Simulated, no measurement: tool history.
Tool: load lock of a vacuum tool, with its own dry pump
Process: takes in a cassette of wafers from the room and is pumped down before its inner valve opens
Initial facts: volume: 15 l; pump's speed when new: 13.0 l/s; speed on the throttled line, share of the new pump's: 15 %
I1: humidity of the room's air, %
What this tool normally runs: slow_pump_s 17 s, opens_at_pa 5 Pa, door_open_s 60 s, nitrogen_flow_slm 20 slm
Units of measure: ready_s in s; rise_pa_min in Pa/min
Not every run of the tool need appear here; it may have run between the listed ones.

Run 1, hour 0: usual settings; I1 43.8. Result: ready_s 25.5 s, rise_pa_min 0.054 Pa/min.
Run 2, hour 128.2: usual settings; I1 45.2. Result: ready_s 26.4 s, rise_pa_min 0.057 Pa/min.
Run 3, hour 320: usual settings; I1 46.6. Result: ready_s 25.9 s, rise_pa_min 0.062 Pa/min.
Run 4, hour 420: usual settings; I1 43.9. Result: ready_s 25.6 s, rise_pa_min 0.062 Pa/min.
Run 5, hour 516.7: usual settings; I1 44.8. Result: ready_s 26.1 s, rise_pa_min 0.053 Pa/min.
Run 6, hour 676.4: usual settings; I1 47.6. Result: ready_s 26.6 s, rise_pa_min 0.06 Pa/min.
Run 7, hour 756: usual settings but opens_at_pa 8 Pa; I1 47.4. Result: ready_s 25.6 s, rise_pa_min 0.057 Pa/min.
Run 8, hour 859.6: usual settings but opens_at_pa 8 Pa; I1 44.2. Result: ready_s 26.1 s, rise_pa_min 0.056 Pa/min.
Run 9, hour 1010.2: usual settings but opens_at_pa 8 Pa; I1 47. Result: ready_s 25.5 s, rise_pa_min 0.06 Pa/min.
Run 10, hour 1164: usual settings but opens_at_pa 8 Pa; I1 48. Result: ready_s 25.4 s, rise_pa_min 0.052 Pa/min.
Run 11, hour 1351.7: usual settings but opens_at_pa 8 Pa; I1 41.6. Result: ready_s 25.6 s, rise_pa_min 0.054 Pa/min.
Run 12, hour 1436.2: usual settings but opens_at_pa 8 Pa; I1 42.2. Result: ready_s 26.4 s, rise_pa_min 0.054 Pa/min.
Run 13, hour 1545.7: usual settings but opens_at_pa 8 Pa; I1 43.4. Result: ready_s 25.6 s, rise_pa_min 0.061 Pa/min.
Run 14, hour 1734.2: usual settings but opens_at_pa 8 Pa; I1 44.6. Result: ready_s 25.8 s, rise_pa_min 0.058 Pa/min.
Run 15, hour 1867.4: usual settings but opens_at_pa 8 Pa, door_open_s 88 s; I1 44.3. Result: ready_s 25.5 s, rise_pa_min 0.071 Pa/min.
Run 16, hour 1985.6: usual settings but opens_at_pa 8 Pa, door_open_s 88 s; I1 43.4. Result: ready_s 24.7 s, rise_pa_min 0.062 Pa/min.
Run 17, hour 2178.2: usual settings but opens_at_pa 8 Pa, door_open_s 88 s; I1 45.9. Result: ready_s 25.9 s, rise_pa_min 0.069 Pa/min.
Run 18, hour 2366.2: usual settings but opens_at_pa 8 Pa, door_open_s 88 s; I1 45. Result: ready_s 25.8 s, rise_pa_min 0.07 Pa/min.
Run 19, hour 2495.7: usual settings but slow_pump_s 26 s; I1 42.3. Result: ready_s 34.1 s, rise_pa_min 0.051 Pa/min.
Run 20, hour 2676.7: usual settings but slow_pump_s 16 s, opens_at_pa 8 Pa, door_open_s 68 s; I1 47.8. Result: ready_s 24.5 s, rise_pa_min 0.065 Pa/min.
Run 21, hour 2848.1: usual settings but slow_pump_s 16 s, opens_at_pa 8 Pa, door_open_s 68 s; I1 50.2. Result: ready_s 25.2 s, rise_pa_min 0.066 Pa/min.
Run 22, hour 2961.3: usual settings but slow_pump_s 16 s, opens_at_pa 9 Pa, door_open_s 235 s, nitrogen_flow_slm 7 slm; I1 41.8. Result: ready_s 24.8 s, rise_pa_min 0.135 Pa/min.
Run 23, hour 3144.4: usual settings but opens_at_pa 8 Pa, door_open_s 38 s, nitrogen_flow_slm 8 slm; I1 44.5. Result: ready_s 26 s, rise_pa_min 0.072 Pa/min.
Run 24, hour 3256: usual settings but slow_pump_s 13 s, opens_at_pa 8 Pa, door_open_s 38 s, nitrogen_flow_slm 8 slm; I1 43.9. Result: ready_s 22.3 s, rise_pa_min 0.061 Pa/min.
Run 25, hour 3429.7: usual settings but slow_pump_s 13 s, opens_at_pa 8 Pa, door_open_s 38 s, nitrogen_flow_slm 8 slm; I1 45.5. Result: ready_s 22 s, rise_pa_min 0.072 Pa/min.
Run 26, hour 3578.9: usual settings but slow_pump_s 13 s, opens_at_pa 8 Pa, door_open_s 38 s, nitrogen_flow_slm 8 slm; I1 44.2. Result: ready_s 22.5 s, rise_pa_min 0.065 Pa/min.
Run 27, hour 3692.9: usual settings but slow_pump_s 12 s, opens_at_pa 8 Pa, door_open_s 77 s, nitrogen_flow_slm 33 slm; I1 42. Result: ready_s 21.6 s, rise_pa_min 0.05 Pa/min.
Run 28, hour 3863.6: usual settings but opens_at_pa 6 Pa, door_open_s 61 s, nitrogen_flow_slm 19 slm; I1 47.5. Result: ready_s 25.9 s, rise_pa_min 0.069 Pa/min.
Run 29, hour 4036.5: usual settings but opens_at_pa 6 Pa; I1 45.2. Result: ready_s 25.4 s, rise_pa_min 0.05 Pa/min.
Run 30, hour 4177.5: usual settings but slow_pump_s 21 s, opens_at_pa 9 Pa, nitrogen_flow_slm 8 slm; I1 44.2. Result: ready_s 28.2 s, rise_pa_min 0.08 Pa/min.
Run 31, hour 4340.2: usual settings but slow_pump_s 21 s, opens_at_pa 8 Pa, nitrogen_flow_slm 9 slm; I1 43.1. Result: ready_s 29 s, rise_pa_min 0.073 Pa/min.
Run 32, hour 4443.9: usual settings but slow_pump_s 9 s, nitrogen_flow_slm 22 slm; I1 43.5. Result: ready_s 19.3 s, rise_pa_min 0.05 Pa/min.
Run 33, hour 4561: usual settings but slow_pump_s 15 s, door_open_s 39 s; I1 42.2. Result: ready_s 24.2 s, rise_pa_min 0.047 Pa/min.
Run 34, hour 4707.3: usual settings but opens_at_pa 8 Pa, door_open_s 45 s, nitrogen_flow_slm 5 slm; I1 45.5. Result: ready_s 26.1 s, rise_pa_min 0.084 Pa/min.
Run 35, hour 4895.5: usual settings but slow_pump_s 25 s, opens_at_pa 9 Pa, door_open_s 201 s, nitrogen_flow_slm 10 slm; I1 45.9. Result: ready_s 32.4 s, rise_pa_min 0.131 Pa/min.
Run 36, hour 5008.8: usual settings but slow_pump_s 10 s; I1 43. Result: ready_s 20.6 s, rise_pa_min 0.057 Pa/min.
Run 37, hour 5178.2: usual settings but slow_pump_s 15 s, opens_at_pa 9 Pa, door_open_s 120 s; I1 46.5. Result: ready_s 23.7 s, rise_pa_min 0.081 Pa/min.

Forecast each of these 3 alternatives for the next run:
Run A, hour 5366.1: usual settings but opens_at_pa 6 Pa, door_open_s 83 s, nitrogen_flow_slm 4 slm; I1 46.9. Result: ready_s ?, rise_pa_min ?.
Run B, hour 5366.1: usual settings but slow_pump_s 15 s, opens_at_pa 9 Pa, door_open_s 120 s, nitrogen_flow_slm 8 slm; I1 43.7. Result: ready_s ?, rise_pa_min ?.
Run C, hour 5366.1: usual settings but slow_pump_s 15 s, opens_at_pa 6 Pa, door_open_s 120 s; I1 44.7. Result: ready_s ?, rise_pa_min ?.

run  ready_s  rise_pa_min
  A     25.9        0.115
  B     23.3        0.106
  C     23.9        0.078
What these runs would have given with no unlogged condition in the tool:
run  ready_s  rise_pa_min
  A     25.9        0.115
  B     23.3        0.105
  C     23.9        0.078

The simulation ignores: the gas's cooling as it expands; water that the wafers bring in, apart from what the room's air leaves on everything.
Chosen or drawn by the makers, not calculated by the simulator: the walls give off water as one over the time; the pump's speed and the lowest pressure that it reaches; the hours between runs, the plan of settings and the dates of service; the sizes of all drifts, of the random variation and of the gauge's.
